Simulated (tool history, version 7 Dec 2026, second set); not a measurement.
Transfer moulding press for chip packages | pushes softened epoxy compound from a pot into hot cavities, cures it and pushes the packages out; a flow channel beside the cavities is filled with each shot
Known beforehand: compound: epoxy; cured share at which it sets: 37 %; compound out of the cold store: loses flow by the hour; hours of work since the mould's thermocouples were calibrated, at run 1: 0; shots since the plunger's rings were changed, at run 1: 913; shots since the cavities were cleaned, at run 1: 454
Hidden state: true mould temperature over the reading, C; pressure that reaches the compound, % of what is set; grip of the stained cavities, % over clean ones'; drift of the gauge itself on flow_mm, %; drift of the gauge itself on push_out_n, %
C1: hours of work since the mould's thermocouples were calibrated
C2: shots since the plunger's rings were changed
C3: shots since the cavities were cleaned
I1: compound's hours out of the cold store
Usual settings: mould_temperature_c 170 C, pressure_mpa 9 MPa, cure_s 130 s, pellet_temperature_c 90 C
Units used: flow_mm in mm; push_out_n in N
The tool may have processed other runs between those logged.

{"run": 1, "day": 0.0, "mould_temperature_c": 170, "pressure_mpa": 9, "cure_s": 130, "pellet_temperature_c": 90, "C1": 0, "C2": 913, "C3": 454, "I1": 9.7, "flow_mm": 676, "push_out_n": 646}
{"run": 2, "day": 0.85, "mould_temperature_c": 170, "pressure_mpa": 9, "cure_s": 130, "pellet_temperature_c": 90, "C1": 15, "C2": 1118, "C3": 659, "I1": 26.2, "flow_mm": 628, "push_out_n": 669}
{"day": 2.133, "done": "cavities cleaned with cleaning compound and waxed"}
{"run": 3, "day": 2.233, "mould_temperature_c": 170, "pressure_mpa": 9, "cure_s": 130, "pellet_temperature_c": 90, "C1": 37, "C2": 1434, "C3": 23, "I1": 34.4, "flow_mm": 600, "push_out_n": 493}
{"run": 4, "day": 3.604, "mould_temperature_c": 170, "pressure_mpa": 9, "cure_s": 130, "pellet_temperature_c": 90, "C1": 61, "C2": 1764, "C3": 353, "I1": 14.2, "flow_mm": 656, "push_out_n": 597}
{"run": 5, "day": 4.592, "mould_temperature_c": 170, "pressure_mpa": 9, "cure_s": 130, "pellet_temperature_c": 90, "C1": 78, "C2": 2001, "C3": 590, "I1": 43.3, "flow_mm": 569, "push_out_n": 620}
{"run": 6, "day": 5.838, "mould_temperature_c": 170, "pressure_mpa": 9, "cure_s": 130, "pellet_temperature_c": 90, "C1": 99, "C2": 2301, "C3": 890, "I1": 26.5, "flow_mm": 598, "push_out_n": 713}
{"day": 6.033, "done": "cavities cleaned with cleaning compound and waxed"}
{"run": 7, "day": 7.783, "mould_temperature_c": 170, "pressure_mpa": 9, "cure_s": 130, "pellet_temperature_c": 90, "C1": 131, "C2": 2752, "C3": 420, "I1": 22.3, "flow_mm": 622, "push_out_n": 599}
{"run": 8, "day": 9.683, "mould_temperature_c": 170, "pressure_mpa": 9, "cure_s": 130, "pellet_temperature_c": 90, "C1": 164, "C2": 3208, "C3": 876, "I1": 37.9, "flow_mm": 569, "push_out_n": 696}
{"day": 9.975, "done": "cavities cleaned with cleaning compound and waxed"}
{"run": 9, "day": 11.6, "mould_temperature_c": 170, "pressure_mpa": 9, "cure_s": 117, "pellet_temperature_c": 90, "C1": 196, "C2": 3654, "C3": 390, "I1": 22.3, "flow_mm": 605, "push_out_n": 689}
{"run": 10, "day": 12.571, "mould_temperature_c": 170, "pressure_mpa": 10.81, "cure_s": 130, "pellet_temperature_c": 90, "C1": 212, "C2": 3887, "C3": 623, "I1": 38.7, "flow_mm": 622, "push_out_n": 639}
{"day": 13.921, "done": "cavities cleaned with cleaning compound and waxed"}
{"run": 11, "day": 13.95, "mould_temperature_c": 170, "pressure_mpa": 8.58, "cure_s": 130, "pellet_temperature_c": 90, "C1": 235, "C2": 4204, "C3": 7, "I1": 33.4, "flow_mm": 564, "push_out_n": 482}
{"day": 15.546, "done": "plunger's sealing rings changed"}
{"run": 12, "day": 15.929, "mould_temperature_c": 170, "pressure_mpa": 8.58, "cure_s": 130, "pellet_temperature_c": 90, "C1": 267, "C2": 92, "C3": 457, "I1": 28.6, "flow_mm": 608, "push_out_n": 613}
{"run": 13, "day": 17.65, "mould_temperature_c": 170, "pressure_mpa": 8.58, "cure_s": 130, "pellet_temperature_c": 90, "C1": 296, "C2": 505, "C3": 870, "I1": 28.1, "flow_mm": 610, "push_out_n": 657}
{"day": 18.067, "done": "cavities cleaned with cleaning compound and waxed"}
{"run": 14, "day": 18.904, "mould_temperature_c": 173, "pressure_mpa": 9, "cure_s": 130, "pellet_temperature_c": 90, "C1": 317, "C2": 791, "C3": 201, "I1": 33.9, "flow_mm": 598, "push_out_n": 504}
{"run": 15, "day": 20.783, "mould_temperature_c": 170, "pressure_mpa": 9, "cure_s": 147, "pellet_temperature_c": 90, "C1": 349, "C2": 1243, "C3": 653, "I1": 29.9, "flow_mm": 614, "push_out_n": 606}
{"day": 21.971, "done": "cavities cleaned with cleaning compound and waxed"}
{"run": 16, "day": 22.079, "mould_temperature_c": 170, "pressure_mpa": 9, "cure_s": 147, "pellet_temperature_c": 90, "C1": 370, "C2": 1539, "C3": 26, "I1": 27, "flow_mm": 624, "push_out_n": 455}
{"run": 17, "day": 23.204, "mould_temperature_c": 170, "pressure_mpa": 9, "cure_s": 147, "pellet_temperature_c": 90, "C1": 389, "C2": 1809, "C3": 296, "I1": 15, "flow_mm": 657, "push_out_n": 527}
{"run": 18, "day": 24.4, "mould_temperature_c": 169, "pressure_mpa": 8.44, "cure_s": 127, "pellet_temperature_c": 99, "C1": 410, "C2": 2096, "C3": 583, "I1": 23.4, "flow_mm": 616, "push_out_n": 646}
{"day": 26.0, "done": "cavities cleaned with cleaning compound and waxed"}
{"run": 19, "day": 26.208, "mould_temperature_c": 169, "pressure_mpa": 8.44, "cure_s": 127, "pellet_temperature_c": 99, "C1": 440, "C2": 2516, "C3": 51, "I1": 41.7, "flow_mm": 552, "push_out_n": 502}
{"run": 20, "day": 27.829, "mould_temperature_c": 169, "pressure_mpa": 8.44, "cure_s": 127, "pellet_temperature_c": 99, "C1": 468, "C2": 2905, "C3": 440, "I1": 25.5, "flow_mm": 596, "push_out_n": 639}
{"run": 21, "day": 29.388, "mould_temperature_c": 169, "pressure_mpa": 8.44, "cure_s": 127, "pellet_temperature_c": 99, "C1": 494, "C2": 3279, "C3": 814, "I1": 25.1, "flow_mm": 593, "push_out_n": 704}
{"day": 29.954, "done": "cavities cleaned with cleaning compound and waxed"}
{"run": 22, "day": 30.65, "mould_temperature_c": 174, "pressure_mpa": 7.76, "cure_s": 147, "pellet_temperature_c": 89, "C1": 515, "C2": 3568, "C3": 167, "I1": 15.7, "flow_mm": 561, "push_out_n": 468}
{"run": 23, "day": 31.625, "mould_temperature_c": 162, "pressure_mpa": 10.14, "cure_s": 128, "pellet_temperature_c": 90, "C1": 531, "C2": 3801, "C3": 400, "I1": 32.6, "flow_mm": 646, "push_out_n": 907}
{"run": 24, "day": 33.417, "mould_temperature_c": 162, "pressure_mpa": 10.14, "cure_s": 128, "pellet_temperature_c": 90, "C1": 562, "C2": 4232, "C3": 831, "I1": 15.9, "flow_mm": 694, "push_out_n": 1056}
{"day": 33.954, "done": "cavities cleaned with cleaning compound and waxed"}
{"run": 25, "day": 34.779, "mould_temperature_c": 162, "pressure_mpa": 10.14, "cure_s": 128, "pellet_temperature_c": 90, "C1": 584, "C2": 4544, "C3": 198, "I1": 11.6, "flow_mm": 695, "push_out_n": 848}
{"day": 35.075, "done": "plunger's sealing rings changed"}
{"run": 26, "day": 35.846, "mould_temperature_c": 162, "pressure_mpa": 10.14, "cure_s": 128, "pellet_temperature_c": 90, "C1": 601, "C2": 185, "C3": 429, "I1": 34, "flow_mm": 686, "push_out_n": 890}
{"run": 27, "day": 37.642, "mould_temperature_c": 170, "pressure_mpa": 8.21, "cure_s": 124, "pellet_temperature_c": 88, "C1": 632, "C2": 616, "C3": 860, "I1": 19, "flow_mm": 614, "push_out_n": 731}
{"day": 37.958, "done": "cavities cleaned with cleaning compound and waxed"}
{"run": 28, "day": 39.604, "mould_temperature_c": 170, "pressure_mpa": 7.76, "cure_s": 130, "pellet_temperature_c": 90, "C1": 664, "C2": 1073, "C3": 396, "I1": 35.5, "flow_mm": 553, "push_out_n": 603}

Consider 3 possible next runs. They are alternatives, not a sequence: every one starts from the tool as it was left by run 28. What does each give?
{"run": "A", "day": 40.888, "mould_temperature_c": 170, "pressure_mpa": 9.68, "cure_s": 130, "pellet_temperature_c": 90, "C1": 686, "C2": 1381, "C3": 704, "I1": 13.3, "flow_mm": "?", "push_out_n": "?"}
{"run": "B", "day": 40.888, "mould_temperature_c": 165, "pressure_mpa": 9.08, "cure_s": 130, "pellet_temperature_c": 90, "C1": 686, "C2": 1381, "C3": 704, "I1": 38.9, "flow_mm": "?", "push_out_n": "?"}
{"run": "C", "day": 40.888, "mould_temperature_c": 171, "pressure_mpa": 10.77, "cure_s": 130, "pellet_temperature_c": 96, "C1": 686, "C2": 1381, "C3": 704, "I1": 31.4, "flow_mm": "?", "push_out_n": "?"}

run=A flow_mm=683 push_out_n=646
run=B flow_mm=612 push_out_n=765
run=C flow_mm=656 push_out_n=643
Stripped of hidden state, with their random variation kept, the same runs would have yielded:
run=A flow_mm=704 push_out_n=480
run=B flow_mm=630 push_out_n=584
run=C flow_mm=675 push_out_n=473
